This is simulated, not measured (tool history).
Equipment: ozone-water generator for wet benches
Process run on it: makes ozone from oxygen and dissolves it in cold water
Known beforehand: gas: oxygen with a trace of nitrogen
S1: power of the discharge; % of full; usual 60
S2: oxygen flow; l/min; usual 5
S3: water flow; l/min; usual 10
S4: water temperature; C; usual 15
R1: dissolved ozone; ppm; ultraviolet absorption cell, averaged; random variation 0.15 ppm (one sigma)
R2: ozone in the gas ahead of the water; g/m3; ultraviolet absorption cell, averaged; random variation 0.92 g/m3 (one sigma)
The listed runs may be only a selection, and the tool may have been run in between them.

{"run": 1, "hour": 0.0, "S1": 60, "S2": 5, "S3": 10, "S4": 15, "R1": 17, "R2": 141}
{"run": 2, "hour": 80.9, "S1": 60, "S2": 5, "S3": 10, "S4": 15, "R1": 17.3, "R2": 140.5}
{"run": 3, "hour": 169.1, "S1": 60, "S2": 5, "S3": 16, "S4": 15, "R1": 12.5, "R2": 138.9}
{"run": 4, "hour": 340.4, "S1": 60, "S2": 5, "S3": 16, "S4": 15, "R1": 12.3, "R2": 138.9}
{"run": 5, "hour": 519.5, "S1": 60, "S2": 5, "S3": 10, "S4": 15, "R1": 16.8, "R2": 139.7}
{"run": 6, "hour": 661.0, "S1": 60, "S2": 5, "S3": 10, "S4": 15, "R1": 16.9, "R2": 137.9}
{"run": 7, "hour": 845.2, "S1": 60, "S2": 5, "S3": 10, "S4": 15, "R1": 16.9, "R2": 139.3}
{"run": 8, "hour": 992.7, "S1": 60, "S2": 5, "S3": 10, "S4": 15, "R1": 16.6, "R2": 138.1}
{"run": 9, "hour": 1106.1, "S1": 60, "S2": 5, "S3": 12, "S4": 15, "R1": 14.6, "R2": 137.9}
{"run": 10, "hour": 1236.3, "S1": 60, "S2": 5, "S3": 12, "S4": 15, "R1": 14.8, "R2": 137.1}
{"run": 11, "hour": 1391.6, "S1": 60, "S2": 5, "S3": 10, "S4": 15, "R1": 16.4, "R2": 136.9}
{"run": 12, "hour": 1535.6, "S1": 60, "S2": 5, "S3": 10, "S4": 15, "R1": 16.5, "R2": 136.1}
{"run": 13, "hour": 1701.7, "S1": 60, "S2": 5, "S3": 10, "S4": 15, "R1": 16.2, "R2": 136.6}
{"run": 14, "hour": 1845.9, "S1": 60, "S2": 5, "S3": 10, "S4": 15, "R1": 16.2, "R2": 135.8}
{"run": 15, "hour": 1954.9, "S1": 60, "S2": 5, "S3": 10, "S4": 15, "R1": 16.1, "R2": 135.7}
{"hour": 1969.8, "done": "water thermometer calibrated"}
{"run": 16, "hour": 2045.8, "S1": 60, "S2": 5, "S3": 10, "S4": 15, "R1": 16.1, "R2": 136.3}
{"run": 17, "hour": 2129.2, "S1": 60, "S2": 5, "S3": 10, "S4": 15, "R1": 16.1, "R2": 137.8}
{"run": 18, "hour": 2277.3, "S1": 60, "S2": 7.56, "S3": 10, "S4": 13, "R1": 16.6, "R2": 116}
{"run": 19, "hour": 2386.5, "S1": 55, "S2": 7.13, "S3": 10, "S4": 13, "R1": 15.4, "R2": 109.8}
{"run": 20, "hour": 2487.7, "S1": 55, "S2": 7.13, "S3": 10, "S4": 13, "R1": 15.4, "R2": 110.7}
{"run": 21, "hour": 2578.1, "S1": 55, "S2": 7.13, "S3": 10, "S4": 13, "R1": 15.5, "R2": 110.4}
{"run": 22, "hour": 2681.5, "S1": 60, "S2": 7.59, "S3": 13, "S4": 15, "R1": 13.5, "R2": 113.2}
{"run": 23, "hour": 2817.9, "S1": 59, "S2": 5, "S3": 10, "S4": 8, "R1": 17.7, "R2": 133.1}
{"run": 24, "hour": 2967.4, "S1": 53, "S2": 3.31, "S3": 13, "S4": 23, "R1": 10.3, "R2": 147.2}
{"run": 25, "hour": 3099.8, "S1": 41, "S2": 6.2, "S3": 8, "S4": 8, "R1": 15.9, "R2": 95.2}
{"run": 26, "hour": 3207.7, "S1": 41, "S2": 6.2, "S3": 8, "S4": 8, "R1": 15.9, "R2": 96}
{"run": 27, "hour": 3332.9, "S1": 41, "S2": 6.2, "S3": 8, "S4": 8, "R1": 16, "R2": 96}
{"run": 28, "hour": 3440.0, "S1": 41, "S2": 5.3, "S3": 11, "S4": 23, "R1": 9.9, "R2": 101.6}
{"run": 29, "hour": 3614.2, "S1": 41, "S2": 5.3, "S3": 11, "S4": 23, "R1": 9.6, "R2": 102.4}
{"run": 30, "hour": 3711.0, "S1": 48, "S2": 5.3, "S3": 11, "S4": 23, "R1": 10.7, "R2": 112}
{"run": 31, "hour": 3816.4, "S1": 60, "S2": 5, "S3": 10, "S4": 8, "R1": 17.2, "R2": 131.6}
{"run": 32, "hour": 3965.0, "S1": 80, "S2": 7.48, "S3": 11, "S4": 13, "R1": 17.6, "R2": 133.7}
{"run": 33, "hour": 4063.3, "S1": 60, "S2": 6.7, "S3": 7, "S4": 11, "R1": 19.8, "R2": 117.4}

Some steps in R1 between neighbouring runs. How much of each would the tool show without its hidden state too (settings, what came in, random variation), and how much is left for the hidden state, with any gauge scatter that isn't in both results?
Hidden state at play: yield of the discharge, % of new electrodes'; contactor's efficiency, % of a clean one's; true water temperature over the reading, C; drift of the gauge itself on ozone_ppm, %; drift of the gauge itself on gas_g_m3, %.
Run 23 -> 24: S1 59 -> 53, S2 5 -> 3.31, S3 10 -> 13, S4 8 -> 23. R1 -7.4 ppm: hidden state +1.7, all else -9.1.
Run 27 -> 28: S2 6.2 -> 5.3, S3 8 -> 11, S4 8 -> 23. R1 -6.1 ppm: hidden state +1.1, all else -7.2.
Run 30 -> 31: S1 48 -> 60, S2 5.3 -> 5, S3 11 -> 10, S4 23 -> 8. R1 +6.5 ppm: hidden state -2.1, all else +8.6.
